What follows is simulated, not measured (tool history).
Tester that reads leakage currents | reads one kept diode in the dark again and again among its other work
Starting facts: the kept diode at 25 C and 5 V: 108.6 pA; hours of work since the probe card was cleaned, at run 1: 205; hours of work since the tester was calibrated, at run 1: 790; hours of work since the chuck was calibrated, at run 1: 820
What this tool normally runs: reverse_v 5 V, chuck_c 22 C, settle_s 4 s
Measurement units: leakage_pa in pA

run	hour	reverse_v	chuck_c	settle_s	hours of work since the probe card was cleaned	hours of work since the tester was calibrated	hours of work since the chuck was calibrated	leakage_pa
1	0	5	22	4	205	790	820	89.69
2	39	5	22	4	229	814	844	89.4
3	55.8	5	22	4	239	824	855	89.79
4	82.2	5	22	4	256	840	871	89.36
5	108.7	5	22	4	272	857	887	90.19
6	127.4	5	22	4	284	868	899	90.29
7	165.8	5	22	4	307	892	923	90.49
8	201.4	5	22	0.75	329	914	945	91.71
9	228.3	5	22	0.75	346	931	961	92.58
10	247	5	22	0.75	357	942	973	92.25
11	282	5	46	4	379	964	994	491.32
12	321.6	5	46	4	403	988	1019	493
13	361.3	5	46	4	428	1013	1043	490.75
14	385.8	5	46	4	443	1028	1058	490.11
15	406.9	5	52	4	456	1041	1071	722
16	425.1	5	52	4	467	1052	1083	722.06
17	444.1	5	22	4	479	1064	1094	91.55
18	468.9	5	22	4	494	1079	1110	91.85
19	508.7	5	22	4	519	1104	1134	91.89
20	548.2	5	22	4	543	1128	1158	92.16
21	575.3	1.18	22	4	560	1145	1175	55.94
22	613.6	1.2	53	5.8	583	1168	1199	475.97
23	630.8	15.13	22	4	594	1179	1209	137.53
24	657.9	11.57	26	4.27	611	1196	1226	167.1
25	687.9	6.65	35	1.87	629	1214	1245	260.33
26	705.2	4.6	30	1.87	640	1225	1255	161.01
27	723.6	4.6	30	1.87	651	1236	1267	162.24
28	747.6	10.51	30	2.02	666	1251	1281	216.24
29	774	4.93	22	9.63	682	1267	1298	92.01
30	798.7	1.8	59	9.63	698	1282	1313	790.73
31	826	1.8	59	9.63	714	1299	1330	792.86
32	863.4	15.12	42	4	737	1322	1353	558.25
33	882	2.38	37	0.41	749	1334	1364	212
34	902.7	2.38	37	0.41	762	1346	1377	212.14
35	937.1	2.36	34	0.58	783	1368	1398	172.56
36	961.9	2.36	34	0.58	798	1383	1414	172.71
37	985.6	6.65	32	2.8	813	1398	1428	212.9
38	1010	6.65	32	2.8	828	1413	1443	213.53
39	1027.4	5.19	36	2.19	839	1423	1454	258.63

5 options for the next run, each taken on its own from the tool as it stands now. Forecast them:
A	1065.5	2.02	43	0.43	862	1447	1477	?
B	1065.5	9.67	34	0.59	862	1447	1477	?
C	1065.5	5.19	28	2.19	862	1447	1477	?
D	1065.5	5.04	36	0.93	862	1447	1477	?
E	1065.5	5.74	30	2.19	862	1447	1477	?

run	leakage_pa
A	300.32
B	283.39
C	148.02
D	256.83
E	176.33
With no hidden state in the tool, these same runs would have given:
run	leakage_pa
A	287.48
B	267.4
C	139.16
D	243.88
E	166.09
